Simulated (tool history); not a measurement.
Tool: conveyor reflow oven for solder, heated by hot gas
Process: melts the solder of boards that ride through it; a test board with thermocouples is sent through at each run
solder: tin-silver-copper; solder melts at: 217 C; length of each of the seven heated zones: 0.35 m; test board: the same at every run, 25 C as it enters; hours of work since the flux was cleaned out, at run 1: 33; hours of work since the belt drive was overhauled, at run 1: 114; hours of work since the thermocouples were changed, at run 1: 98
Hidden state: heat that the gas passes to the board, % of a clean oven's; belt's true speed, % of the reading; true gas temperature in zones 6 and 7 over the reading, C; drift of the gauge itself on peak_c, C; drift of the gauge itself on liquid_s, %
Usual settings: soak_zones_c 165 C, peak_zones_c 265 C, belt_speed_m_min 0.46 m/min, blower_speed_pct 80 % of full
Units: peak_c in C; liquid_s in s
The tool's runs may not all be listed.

run	day	soak_zones_c	peak_zones_c	belt_speed_m_min	blower_speed_pct	hours of work since the flux was cleaned out	hours of work since the belt drive was overhauled	hours of work since the thermocouples were changed	peak_c	liquid_s
1	0	165	265	0.46	80	33	114	98	253.6	67.8
2	0.542	165	265	0.46	80	41	122	106	253	67.2
3	0.896	165	254	0.46	80	47	128	112	242.9	57.9
4	1.475	165	265	0.46	80	56	137	121	252.6	66.9
5	2.038	165	265	0.46	80	64	145	129	253	67.6
6	2.325	165	263	0.46	80	69	150	134	251.5	66.1
7	2.683	175	265	0.46	80	74	155	139	253.9	72.5
8	2.988	175	265	0.46	76	79	160	144	253.6	71.7
9	3.396	154	265	0.46	76	85	166	150	250.7	60.6
10	3.871	165	265	0.46	80	92	173	157	252.4	66.6
11	4.183	165	265	0.46	80	97	178	162	253.1	67.6
12	4.608	165	265	0.46	80	104	185	169	252.9	66.8
13	4.862	165	265	0.46	80	108	189	172	252.7	66.6
14	5.304	165	265	0.46	80	114	195	179	253	66.3
15	5.621	165	265	0.46	80	119	200	184	253.3	66.3
16	5.908	170	265	0.46	80	124	205	189	253	69.1
17	6.225	170	265	0.46	80	128	210	193	253	68.9
18	6.571	170	265	0.46	80	134	215	199	253.7	69.6
19	6.875	159	265	0.46	76	138	220	203	251	64.2
20	7.321	159	265	0.46	76	145	226	210	251.2	63.6
21	7.912	159	265	0.46	76	154	235	219	251.8	63.2
22	8.388	159	255	0.46	76	162	243	227	242.1	54.3
23	8.642	159	255	0.46	76	166	247	230	242	54.5
24	9.071	165	265	0.478	81	172	253	237	251.8	63.2
25	9.421	165	259	0.5	81	177	259	242	245.7	54.4
26	9.854	165	259	0.5	81	184	265	249	244.9	54.3
27	10.467	162	259	0.5	81	194	275	258	244.4	53
28	10.992	172	280	0.542	54	202	283	266	255.6	58.2
29	11.479	165	275	0.504	53	209	290	274	252.8	57.7
30	12.062	165	256	0.389	80	218	299	283	248.9	78.2
31	12.471	165	266	0.492	55	224	305	289	246.5	54.4

3 ways to go on from here, each from the tool as it stands after run 31. What would each give?
A	13	175	278	0.464	55	232	313	297	?	?
B	13	165	255	0.46	80	232	313	297	?	?
C	13	165	265	0.381	80	232	313	297	?	?

run	peak_c	liquid_s
A	260.7	75.3
B	243.7	57.8
C	257.6	87.8
Without the tool's hidden state the same runs would have given:
run	peak_c	liquid_s
A	260.8	75.3
B	243.8	57.9
C	257.7	87.8
